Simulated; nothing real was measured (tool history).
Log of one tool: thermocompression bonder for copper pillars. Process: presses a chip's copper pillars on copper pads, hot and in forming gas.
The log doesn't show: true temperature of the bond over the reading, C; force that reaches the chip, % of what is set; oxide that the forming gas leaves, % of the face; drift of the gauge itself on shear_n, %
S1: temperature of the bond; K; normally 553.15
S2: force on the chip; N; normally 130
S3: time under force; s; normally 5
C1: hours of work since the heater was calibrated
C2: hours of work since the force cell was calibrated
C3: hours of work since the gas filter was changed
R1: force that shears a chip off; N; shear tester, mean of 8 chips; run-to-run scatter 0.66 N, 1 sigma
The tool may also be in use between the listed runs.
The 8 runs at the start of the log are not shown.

run 9 hour=583.1 | S1=553.15 S2=130 S3=5 | C1=614 C2=1067 C3=128 | R1=69.6
-- hour=616.7 force cell calibrated
run 10 hour=653.5 | S1=553.15 S2=130 S3=5 | C1=661 C2=25 C3=174 | R1=71.9
run 11 hour=726.3 | S1=553.15 S2=87 S3=5 | C1=709 C2=73 C3=223 | R1=54.5
run 12 hour=796.6 | S1=553.15 S2=87 S3=5 | C1=756 C2=121 C3=270 | R1=53.3
run 13 hour=878.2 | S1=553.15 S2=87 S3=5 | C1=811 C2=175 C3=324 | R1=53.6
run 14 hour=943.1 | S1=553.15 S2=87 S3=5 | C1=855 C2=219 C3=368 | R1=52.2
run 15 hour=984.4 | S1=553.15 S2=87 S3=5 | C1=882 C2=246 C3=396 | R1=52.6
run 16 hour=1080.0 | S1=553.15 S2=87 S3=5 | C1=946 C2=310 C3=460 | R1=52.9
-- hour=1117.7 forming gas filter changed
run 17 hour=1158.6 | S1=553.15 S2=87 S3=5 | C1=999 C2=363 C3=27 | R1=55.8
run 18 hour=1250.6 | S1=553.15 S2=130 S3=9 | C1=1060 C2=424 C3=89 | R1=87.2
run 19 hour=1317.7 | S1=554.15 S2=156 S3=14 | C1=1105 C2=469 C3=134 | R1=107.7
run 20 hour=1387.4 | S1=560.15 S2=84 S3=12 | C1=1152 C2=516 C3=181 | R1=77.3
run 21 hour=1476.0 | S1=560.15 S2=84 S3=12 | C1=1211 C2=575 C3=240 | R1=77.7
run 22 hour=1531.8 | S1=564.15 S2=142 S3=14 | C1=1249 C2=613 C3=277 | R1=107.3
run 23 hour=1600.2 | S1=538.15 S2=152 S3=7 | C1=1295 C2=659 C3=323 | R1=76.1
run 24 hour=1646.7 | S1=538.15 S2=152 S3=7 | C1=1326 C2=690 C3=355 | R1=76.8
run 25 hour=1704.0 | S1=553.15 S2=130 S3=14 | C1=1364 C2=728 C3=393 | R1=95.2
run 26 hour=1801.4 | S1=555.15 S2=141 S3=7 | C1=1429 C2=794 C3=458 | R1=82.0
-- hour=1844.9 forming gas filter changed
run 27 hour=1861.8 | S1=524.15 S2=130 S3=9 | C1=1470 C2=834 C3=11 | R1=68.0
run 28 hour=1924.0 | S1=523.15 S2=130 S3=8 | C1=1511 C2=875 C3=53 | R1=64.9
-- hour=1956.8 heater calibrated with a thermocouple chip
run 29 hour=1995.6 | S1=523.15 S2=130 S3=8 | C1=26 C2=922 C3=100 | R1=59.5
run 30 hour=2051.6 | S1=548.15 S2=156 S3=4 | C1=63 C2=960 C3=137 | R1=68.1
run 31 hour=2141.8 | S1=537.15 S2=177 S3=5 | C1=124 C2=1020 C3=198 | R1=70.7

Each row is a separate what-if for the run after 31, all from the same tool condition, not one after another. Results?
run A hour=2211.2 | S1=532.15 S2=177 S3=5 | C1=170 C2=1066 C3=244 | R1=?
run B hour=2211.2 | S1=578.15 S2=96 S3=5 | C1=170 C2=1066 C3=244 | R1=?
run C hour=2211.2 | S1=537.15 S2=81 S3=5 | C1=170 C2=1066 C3=244 | R1=?

run=A R1=67.6
run=B R1=67.1
run=C R1=40.2
Stripped of hidden state, with their random variation kept, the same runs would have yielded:
run=A R1=72.4
run=B R1=71.9
run=C R1=43.4
